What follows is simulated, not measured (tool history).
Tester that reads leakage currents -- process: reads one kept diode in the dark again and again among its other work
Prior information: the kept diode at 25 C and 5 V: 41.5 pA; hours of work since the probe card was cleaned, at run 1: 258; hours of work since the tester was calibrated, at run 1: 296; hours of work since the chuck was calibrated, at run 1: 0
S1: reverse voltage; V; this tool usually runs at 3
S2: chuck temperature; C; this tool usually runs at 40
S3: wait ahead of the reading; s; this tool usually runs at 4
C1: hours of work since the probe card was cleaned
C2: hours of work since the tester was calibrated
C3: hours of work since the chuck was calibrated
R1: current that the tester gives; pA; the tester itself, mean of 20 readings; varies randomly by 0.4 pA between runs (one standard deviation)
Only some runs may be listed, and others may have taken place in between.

run 1 hour=0 | S1=3 S2=40 S3=4 | C1=258 C2=296 C3=0 | R1=130.36
run 2 hour=25.3 | S1=4.23 S2=40 S3=4 | C1=273 C2=310 C3=14 | R1=155.23
run 3 hour=76.1 | S1=4.23 S2=40 S3=4 | C1=301 C2=339 C3=43 | R1=155.94
run 4 hour=122.1 | S1=3 S2=40 S3=1.57 | C1=327 C2=365 C3=69 | R1=134.26
run 5 hour=171 | S1=3 S2=40 S3=1.57 | C1=355 C2=392 C3=97 | R1=135.76
run 6 hour=215.9 | S1=3 S2=40 S3=1.57 | C1=380 C2=418 C3=122 | R1=136
run 7 hour=274.7 | S1=3 S2=33 S3=1.57 | C1=413 C2=451 C3=155 | R1=73.36
run 8 hour=306.8 | S1=3 S2=31 S3=1.57 | C1=431 C2=469 C3=173 | R1=61.48
run 9 hour=341 | S1=3 S2=31 S3=6.9 | C1=451 C2=488 C3=193 | R1=61.12
run 10 hour=385.8 | S1=3 S2=31 S3=6.9 | C1=476 C2=514 C3=218 | R1=62.06
run 11 hour=427 | S1=3 S2=31 S3=6.9 | C1=499 C2=537 C3=241 | R1=62.12
run 12 hour=477.7 | S1=3 S2=43 S3=6.9 | C1=528 C2=565 C3=270 | R1=182.82
run 13 hour=519.4 | S1=3 S2=43 S3=6.9 | C1=551 C2=589 C3=293 | R1=184.04
run 14 hour=565.4 | S1=3 S2=43 S3=6.9 | C1=577 C2=615 C3=319 | R1=185.4
run 15 hour=622.8 | S1=3 S2=40 S3=4 | C1=610 C2=647 C3=352 | R1=144.54
run 16 hour=650.8 | S1=3 S2=40 S3=4 | C1=626 C2=663 C3=367 | R1=144.78
run 17 hour=680.3 | S1=3 S2=40 S3=4 | C1=642 C2=680 C3=384 | R1=145.91
run 18 hour=722.8 | S1=3 S2=40 S3=4 | C1=666 C2=704 C3=408 | R1=146.08
run 19 hour=756.5 | S1=3 S2=40 S3=4 | C1=685 C2=723 C3=427 | R1=147.31
run 20 hour=806.3 | S1=3 S2=40 S3=4 | C1=713 C2=751 C3=455 | R1=147.99
run 21 hour=853.6 | S1=3 S2=40 S3=4 | C1=740 C2=778 C3=482 | R1=148.69
run 22 hour=895.9 | S1=1.58 S2=39 S3=0.33 | C1=764 C2=801 C3=506 | R1=103.45
run 23 hour=945.3 | S1=14.95 S2=21 S3=4.55 | C1=792 C2=829 C3=534 | R1=56.83
run 24 hour=977 | S1=5.67 S2=34 S3=0.48 | C1=810 C2=847 C3=552 | R1=122.1
run 25 hour=1009.6 | S1=5.67 S2=52 S3=1.46 | C1=828 C2=866 C3=570 | R1=563.01
run 26 hour=1044.8 | S1=1.84 S2=25 S3=0.52 | C1=848 C2=885 C3=590 | R1=31.94
run 27 hour=1087 | S1=14.69 S2=55 S3=7.44 | C1=872 C2=909 C3=614 | R1=1123.12
-- hour=1100.3 chuck's temperature calibrated
run 28 hour=1131.3 | S1=14.69 S2=55 S3=7.44 | C1=896 C2=933 C3=18 | R1=954.59
run 29 hour=1177.3 | S1=3.38 S2=29 S3=0.36 | C1=922 C2=959 C3=43 | R1=53.2
run 30 hour=1217 | S1=3.81 S2=44 S3=4.71 | C1=944 C2=982 C3=66 | R1=207.17
run 31 hour=1241.4 | S1=3.81 S2=44 S3=4.71 | C1=958 C2=995 C3=80 | R1=208.28
run 32 hour=1291.6 | S1=19.19 S2=40 S3=4 | C1=986 C2=1024 C3=108 | R1=313.8
run 33 hour=1323.3 | S1=8.26 S2=23 S3=6.82 | C1=1004 C2=1042 C3=126 | R1=45.04
run 34 hour=1357.6 | S1=15.9 S2=40 S3=9.87 | C1=1023 C2=1061 C3=145 | R1=291.42
run 35 hour=1408.4 | S1=16.44 S2=40 S3=1.01 | C1=1052 C2=1090 C3=174 | R1=300.47
run 36 hour=1460.6 | S1=3 S2=40 S3=2.37 | C1=1082 C2=1119 C3=203 | R1=135.76
run 37 hour=1514 | S1=3 S2=40 S3=2.37 | C1=1112 C2=1149 C3=234 | R1=137.53
run 38 hour=1565.8 | S1=3 S2=40 S3=2.37 | C1=1141 C2=1178 C3=263 | R1=138.54
run 39 hour=1590.1 | S1=1.71 S2=35 S3=2.37 | C1=1155 C2=1192 C3=277 | R1=68.48
-- hour=1627.2 probe card cleaned and baked
run 40 hour=1627.2 | S1=1.71 S2=44 S3=8.94 | C1=0 C2=1211 C3=296 | R1=151.42

What if the next run were any one of these 3? Each begins from the tool's condition after run 40:
run A hour=1650.9 | S1=3 S2=40 S3=0.35 | C1=13 C2=1225 C3=309 | R1=?
run B hour=1650.9 | S1=2.47 S2=32 S3=8.94 | C1=13 C2=1225 C3=309 | R1=?
run C hour=1650.9 | S1=1.71 S2=24 S3=1.19 | C1=13 C2=1225 C3=309 | R1=?

run=A R1=141.96
run=B R1=61.71
run=C R1=24.81
Without the tool's hidden state the same runs would have given:
run=A R1=135.07
run=B R1=58.48
run=C R1=23.46

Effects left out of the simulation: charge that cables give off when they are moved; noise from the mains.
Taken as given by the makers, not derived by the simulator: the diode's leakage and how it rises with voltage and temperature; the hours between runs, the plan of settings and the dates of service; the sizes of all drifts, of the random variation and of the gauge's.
